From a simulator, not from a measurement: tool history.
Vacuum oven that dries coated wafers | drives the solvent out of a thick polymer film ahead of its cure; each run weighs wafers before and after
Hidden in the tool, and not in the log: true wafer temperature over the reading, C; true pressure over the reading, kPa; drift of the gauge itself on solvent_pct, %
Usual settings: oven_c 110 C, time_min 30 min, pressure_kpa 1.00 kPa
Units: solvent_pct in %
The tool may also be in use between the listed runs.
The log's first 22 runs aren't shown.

| run | hour | oven_c | time_min | pressure_kpa | hours of work since the thermocouples were calibrated | hours of work since the vacuum gauge was cleaned of residue | solvent_pct |
|---|---|---|---|---|---|---|---|
| 23 | 925.8 | 101 | 31 | 2.43 | 582 | 1348 | 4.92 |
| 24 | 956.8 | 109 | 35 | 0.75 | 605 | 1371 | 1.68 |
|  | 985.9 | oven's thermocouples calibrated |
| 25 | 1002.5 | 110 | 30 | 2.23 | 12 | 1402 | 2.73 |
| 26 | 1047.5 | 110 | 30 | 2.23 | 45 | 1435 | 2.73 |
| 27 | 1079.6 | 121 | 37 | 1.56 | 68 | 1458 | 0.61 |
| 28 | 1122.4 | 107 | 27 | 2.27 | 99 | 1489 | 4.06 |
| 29 | 1175.1 | 107 | 27 | 2.27 | 137 | 1527 | 3.98 |
| 30 | 1216.6 | 107 | 27 | 2.27 | 167 | 1557 | 3.99 |

Forecast each of these 5 alternatives for the next run:
| A | 1264.9 | 107 | 28 | 0.63 | 202 | 1592 | ? |
| B | 1264.9 | 110 | 46 | 1.00 | 202 | 1592 | ? |
| C | 1264.9 | 103 | 40 | 3.70 | 202 | 1592 | ? |
| D | 1264.9 | 111 | 26 | 2.27 | 202 | 1592 | ? |
| E | 1264.9 | 110 | 46 | 2.86 | 202 | 1592 | ? |

| run | solvent_pct |
|---|---|
| A | 3.25 |
| B | 1.03 |
| C | 3.72 |
| D | 3.12 |
| E | 1.60 |
Without the tool's hidden state the same runs would have given:
| run | solvent_pct |
|---|---|
| A | 3.20 |
| B | 0.89 |
| C | 3.62 |
| D | 3.07 |
| E | 1.47 |
